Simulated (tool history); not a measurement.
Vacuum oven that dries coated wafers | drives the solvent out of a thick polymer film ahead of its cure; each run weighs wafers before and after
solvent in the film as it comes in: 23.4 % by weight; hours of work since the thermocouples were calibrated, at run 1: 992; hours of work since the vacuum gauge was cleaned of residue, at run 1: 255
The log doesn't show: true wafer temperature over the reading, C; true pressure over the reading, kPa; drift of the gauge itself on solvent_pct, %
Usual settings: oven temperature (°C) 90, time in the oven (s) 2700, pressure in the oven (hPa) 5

run	hour	oven temperature (°C)	time in the oven (s)	pressure in the oven (hPa)	hours of work since the thermocouples were calibrated	hours of work since the vacuum gauge was cleaned of residue	solvent left in the film (%)
1	0	90	2700	5	992	255	4.67
2	23.3	90	2700	5	1006	269	4.64
3	52.8	90	2700	5	1024	286	4.82
4	72.6	90	2700	5	1035	298	4.83
5	100	90	2700	5	1052	314	4.61
6	128.9	90	2700	5	1069	331	4.69
7	172.9	76	2700	5	1095	357	12.29
8	215.7	90	1500	5	1120	383	8.78
9	237.3	90	2700	8.56	1133	395	5.33
# hour 243.1: oven's thermocouples calibrated
10	276.2	90	1440	5	20	417	8.04
11	307.3	90	2700	5	38	436	4.07
12	341	90	2700	5.82	58	456	4.2
13	383.4	90	2700	5.82	83	481	4.25
14	419.6	94	2700	5	105	502	2.63
15	465.6	94	2700	5	132	530	2.48
16	503.2	81	1620	4.48	154	552	12.28
17	545.2	105	2700	5	179	577	0.78
18	576.9	105	2700	5	198	596	0.7
19	605.4	94	3720	9	215	613	2.14
20	649.4	82	2700	2.71	241	639	8.27
21	675.2	94	2640	18.14	256	654	4.36
22	702	81	2700	7.49	272	670	9.46
23	728.9	90	1440	5	288	686	8.23
24	761.7	79	2700	2.82	308	705	10.02
25	807.5	101	1440	2.61	335	733	2.88

3 ways to go on from here, each from the tool as it stands after run 25. What would each give?
A	856.7	90	1320	10.5	364	762	?
B	856.7	90	2700	5	364	762	?
C	856.7	105	2760	19.69	364	762	?

run	solvent left in the film (%)
A	9.61
B	4.56
C	1.97
Without the tool's hidden state the same runs would have given:
run	solvent left in the film (%)
A	9.06
B	3.97
C	1.69
